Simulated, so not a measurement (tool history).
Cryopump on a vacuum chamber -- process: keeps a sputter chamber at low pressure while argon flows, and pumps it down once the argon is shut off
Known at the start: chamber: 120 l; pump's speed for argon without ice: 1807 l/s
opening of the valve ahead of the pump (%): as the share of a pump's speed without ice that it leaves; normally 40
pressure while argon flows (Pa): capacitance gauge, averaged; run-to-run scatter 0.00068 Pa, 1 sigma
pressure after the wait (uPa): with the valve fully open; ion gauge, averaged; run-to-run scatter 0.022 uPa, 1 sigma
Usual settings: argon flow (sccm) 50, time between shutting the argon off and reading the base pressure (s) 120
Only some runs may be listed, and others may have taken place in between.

run,day,argon flow (sccm),time between shutting the argon off and reading the base pressure (s),opening of the valve ahead of the pump (%),pressure while argon flows (Pa),pressure after the wait (uPa)
1,0.000,50,120,40,0.1247,0.71
2,3.692,25,120,40,0.0641,0.78
3,7.650,25,120,40,0.0627,0.80
4,9.846,50,120,17,0.2843,0.80
5,11.908,50,36,40,0.1285,1.77
6,15.800,50,36,40,0.1302,1.85
7,18.500,50,36,40,0.1314,1.85
# day 19.146: pump warmed up, emptied and cooled again
8,22.492,50,36,40,0.1184,1.72
9,25.854,50,36,40,0.1193,1.77
10,29.392,50,36,40,0.1210,1.86
11,32.350,50,36,40,0.1216,1.82
12,35.279,48,120,40,0.1179,0.92
13,37.633,50,120,40,0.1216,0.91
14,40.212,50,120,40,0.1236,0.97
15,43.062,50,120,40,0.1242,0.95
16,44.979,64,120,40,0.1589,1.00
17,48.325,64,120,40,0.1616,0.99
18,51.621,43,78,32,0.1349,1.29
19,55.521,30,269,24,0.1236,0.89
20,57.892,30,269,24,0.1229,0.93
21,61.350,43,97,19,0.2238,1.23
22,63.346,90,169,26,0.3477,1.05
23,65.312,90,169,26,0.3483,1.01
24,67.896,30,31,38,0.0822,2.47
# day 69.275: pump warmed up, emptied and cooled again
25,70.738,23,48,40,0.0545,1.61
26,72.862,28,69,17,0.1561,1.39
27,75.933,80,139,54,0.1434,1.09
28,79.946,22,64,32,0.0670,1.55
29,82.354,22,66,20,0.1043,1.57
30,84.388,47,120,25,0.1811,1.19
31,86.662,47,120,25,0.1823,1.21
32,90.042,82,290,40,0.2024,1.02
33,92.058,82,290,40,0.2049,1.06

Consider 5 possible next runs. They are alternatives, not a sequence: every one starts from the tool as it was left by run 33. What does each give?
A,94.808,37,152,40,?,?
B,94.808,82,226,36,?,?
C,94.808,21,138,40,?,?
D,94.808,50,120,19,?,?
E,94.808,78,77,41,?,?

run,pressure while argon flows (Pa),pressure after the wait (uPa)
A,0.0918,1.24
B,0.2262,1.14
C,0.0520,1.24
D,0.2553,1.32
E,0.1901,1.49
Without the tool's hidden state the same runs would have given:
run,pressure while argon flows (Pa),pressure after the wait (uPa)
A,0.0860,0.50
B,0.2134,0.39
C,0.0487,0.51
D,0.2475,0.58
E,0.1780,0.78

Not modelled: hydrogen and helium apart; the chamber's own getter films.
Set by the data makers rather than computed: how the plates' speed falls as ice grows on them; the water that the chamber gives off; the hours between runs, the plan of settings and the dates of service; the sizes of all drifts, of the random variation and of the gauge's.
